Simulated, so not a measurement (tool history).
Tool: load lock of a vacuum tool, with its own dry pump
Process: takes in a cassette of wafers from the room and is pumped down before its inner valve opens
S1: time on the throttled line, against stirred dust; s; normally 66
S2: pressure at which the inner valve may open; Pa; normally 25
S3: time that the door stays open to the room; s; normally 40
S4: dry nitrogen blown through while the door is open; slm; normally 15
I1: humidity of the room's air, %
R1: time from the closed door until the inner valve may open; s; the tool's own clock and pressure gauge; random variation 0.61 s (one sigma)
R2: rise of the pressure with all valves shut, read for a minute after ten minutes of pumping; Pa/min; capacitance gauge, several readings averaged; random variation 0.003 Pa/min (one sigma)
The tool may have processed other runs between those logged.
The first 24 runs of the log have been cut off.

run    hour  S1  S2   S3  S4    I1    R1     R2
 25  1788.4  61  20   31  18  46.6  84.2  0.201
 26  1885.6  33  19  214  18  44.3  61.7  0.264
 27  1992.3  66  25   40  17  42.2  88.8  0.215
 28  2047.8  66  25   40  17  44.0  89.5  0.216
 29  2153.4  53  23   37  34  41.4  78.3  0.212
 30  2213.0  53  43   37  37  47.7  75.6  0.218
 31  2258.4  66  25   46  15  45.7  88.7  0.235
 32  2354.7  39  25   40  15  45.7  65.9  0.239
 33  2399.7  66  25  202   6  43.9  89.0  0.307

Below are 5 alternative next runs, each starting from the tool's condition after run 33. Predict each:
  A  2490.9  115  40   40   4  46.0   ?   ?
  B  2490.9  120  25   64   6  45.0   ?   ?
  C  2490.9  104  25   70  15  44.6   ?   ?
  D  2490.9   48  46  202  16  49.6   ?   ?
  E  2490.9   39  25   40  15  43.7   ?   ?

run     R1     R2
  A  131.7  0.258
  B  136.9  0.263
  C  122.0  0.258
  D   71.1  0.309
  E   65.7  0.242
Take away the tool's hidden state, keep each run's random variation, and the runs would have read:
run     R1     R2
  A  130.5  0.057
  B  135.5  0.063
  C  120.5  0.058
  D   69.4  0.109
  E   63.7  0.041
